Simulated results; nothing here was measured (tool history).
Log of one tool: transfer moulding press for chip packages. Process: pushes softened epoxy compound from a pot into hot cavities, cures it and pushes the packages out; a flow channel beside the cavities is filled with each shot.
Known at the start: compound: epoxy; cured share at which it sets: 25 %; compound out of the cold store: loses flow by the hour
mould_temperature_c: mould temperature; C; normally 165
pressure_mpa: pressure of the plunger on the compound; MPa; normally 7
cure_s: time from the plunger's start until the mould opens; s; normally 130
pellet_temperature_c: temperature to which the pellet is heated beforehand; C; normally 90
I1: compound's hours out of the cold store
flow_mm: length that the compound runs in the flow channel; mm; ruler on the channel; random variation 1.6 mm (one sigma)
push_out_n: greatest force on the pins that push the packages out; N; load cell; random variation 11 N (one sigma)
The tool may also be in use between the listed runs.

run 1 hour=0 | mould_temperature_c=165 pressure_mpa=7 cure_s=130 pellet_temperature_c=90 | I1=42.6 | flow_mm=631 push_out_n=813
-- hour=11.4 cavities cleaned with cleaning compound and waxed
run 2 hour=37.4 | mould_temperature_c=171 pressure_mpa=7 cure_s=130 pellet_temperature_c=90 | I1=33.6 | flow_mm=643 push_out_n=564
run 3 hour=55.6 | mould_temperature_c=171 pressure_mpa=7 cure_s=130 pellet_temperature_c=90 | I1=17.6 | flow_mm=701 push_out_n=665
-- hour=64 plunger's sealing rings changed
-- hour=87.6 cavities cleaned with cleaning compound and waxed
run 4 hour=90 | mould_temperature_c=171 pressure_mpa=7 cure_s=130 pellet_temperature_c=90 | I1=37.7 | flow_mm=660 push_out_n=479
run 5 hour=116.7 | mould_temperature_c=171 pressure_mpa=7 cure_s=130 pellet_temperature_c=90 | I1=32.1 | flow_mm=679 push_out_n=611
run 6 hour=137.9 | mould_temperature_c=163 pressure_mpa=7 cure_s=130 pellet_temperature_c=90 | I1=44.3 | flow_mm=661 push_out_n=871
-- hour=162.1 cavities cleaned with cleaning compound and waxed
run 7 hour=162.1 | mould_temperature_c=163 pressure_mpa=7 cure_s=130 pellet_temperature_c=90 | I1=28.5 | flow_mm=719 push_out_n=626
-- hour=172 mould's thermocouples calibrated
run 8 hour=198.6 | mould_temperature_c=163 pressure_mpa=7 cure_s=130 pellet_temperature_c=90 | I1=14.9 | flow_mm=774 push_out_n=922
run 9 hour=229.1 | mould_temperature_c=157 pressure_mpa=7 cure_s=130 pellet_temperature_c=90 | I1=41.5 | flow_mm=689 push_out_n=1611
-- hour=236.1 mould's thermocouples calibrated, once more
-- hour=239.5 cavities cleaned with cleaning compound and waxed
run 10 hour=264.1 | mould_temperature_c=157 pressure_mpa=7 cure_s=130 pellet_temperature_c=90 | I1=46.3 | flow_mm=664 push_out_n=1070
run 11 hour=290.6 | mould_temperature_c=157 pressure_mpa=7 cure_s=130 pellet_temperature_c=90 | I1=19 | flow_mm=770 push_out_n=1319
-- hour=314.6 cavities cleaned with cleaning compound and waxed
run 12 hour=331.8 | mould_temperature_c=157 pressure_mpa=7 cure_s=130 pellet_temperature_c=90 | I1=16.7 | flow_mm=777 push_out_n=1187
run 13 hour=371.4 | mould_temperature_c=157 pressure_mpa=7 cure_s=130 pellet_temperature_c=90 | I1=8.5 | flow_mm=811 push_out_n=1519
-- hour=388.9 cavities cleaned with cleaning compound and waxed
run 14 hour=406.5 | mould_temperature_c=165 pressure_mpa=7 cure_s=130 pellet_temperature_c=90 | I1=37.1 | flow_mm=663 push_out_n=601
run 15 hour=436.3 | mould_temperature_c=159 pressure_mpa=7 cure_s=132 pellet_temperature_c=90 | I1=38.5 | flow_mm=675 push_out_n=1019
-- hour=463.9 cavities cleaned with cleaning compound and waxed
run 16 hour=470.1 | mould_temperature_c=159 pressure_mpa=7 cure_s=132 pellet_temperature_c=90 | I1=29.8 | flow_mm=707 push_out_n=822
run 17 hour=502.7 | mould_temperature_c=159 pressure_mpa=7 cure_s=132 pellet_temperature_c=90 | I1=17.4 | flow_mm=756 push_out_n=1071
-- hour=539.1 cavities cleaned with cleaning compound and waxed
run 18 hour=544.4 | mould_temperature_c=159 pressure_mpa=7 cure_s=132 pellet_temperature_c=90 | I1=27.5 | flow_mm=711 push_out_n=829
run 19 hour=571.5 | mould_temperature_c=159 pressure_mpa=7 cure_s=132 pellet_temperature_c=90 | I1=10.8 | flow_mm=783 push_out_n=1057
run 20 hour=601.6 | mould_temperature_c=165 pressure_mpa=5.77 cure_s=132 pellet_temperature_c=89 | I1=46 | flow_mm=566 push_out_n=766
-- hour=613.9 cavities cleaned with cleaning compound and waxed
run 21 hour=634.2 | mould_temperature_c=165 pressure_mpa=6.7 cure_s=132 pellet_temperature_c=89 | I1=18.7 | flow_mm=707 push_out_n=642
run 22 hour=659.9 | mould_temperature_c=165 pressure_mpa=6.7 cure_s=132 pellet_temperature_c=89 | I1=38.2 | flow_mm=636 push_out_n=690
run 23 hour=682.2 | mould_temperature_c=159 pressure_mpa=7 cure_s=133 pellet_temperature_c=90 | I1=18 | flow_mm=747 push_out_n=1193
-- hour=688.7 cavities cleaned with cleaning compound and waxed
run 24 hour=713.6 | mould_temperature_c=159 pressure_mpa=7 cure_s=133 pellet_temperature_c=90 | I1=27.1 | flow_mm=708 push_out_n=956
run 25 hour=734.6 | mould_temperature_c=159 pressure_mpa=7 cure_s=133 pellet_temperature_c=90 | I1=10.2 | flow_mm=776 push_out_n=1185
-- hour=761.7 cavities cleaned with cleaning compound and waxed
run 26 hour=772.3 | mould_temperature_c=170 pressure_mpa=7.64 cure_s=166 pellet_temperature_c=84 | I1=8.5 | flow_mm=772 push_out_n=510
run 27 hour=792.7 | mould_temperature_c=170 pressure_mpa=7.64 cure_s=166 pellet_temperature_c=84 | I1=46.2 | flow_mm=626 push_out_n=556

Here are 3 independent what-if runs from the current tool condition. What would each one return?
-- hour=814.5 plunger's sealing rings changed
run A hour=818.9 | mould_temperature_c=159 pressure_mpa=6.09 cure_s=130 pellet_temperature_c=90 | I1=37.5 | flow_mm=? push_out_n=?
-- hour=814.5 plunger's sealing rings changed
run B hour=818.9 | mould_temperature_c=169 pressure_mpa=5.84 cure_s=128 pellet_temperature_c=90 | I1=8.5 | flow_mm=? push_out_n=?
-- hour=814.5 plunger's sealing rings changed
run C hour=818.9 | mould_temperature_c=167 pressure_mpa=6.14 cure_s=166 pellet_temperature_c=86 | I1=20.5 | flow_mm=? push_out_n=?

run=A flow_mm=656 push_out_n=1128
run=B flow_mm=715 push_out_n=724
run=C flow_mm=689 push_out_n=641
Stripped of hidden state, with their random variation kept, the same runs would have yielded:
run=A flow_mm=656 push_out_n=738
run=B flow_mm=714 push_out_n=486
run=C flow_mm=689 push_out_n=432
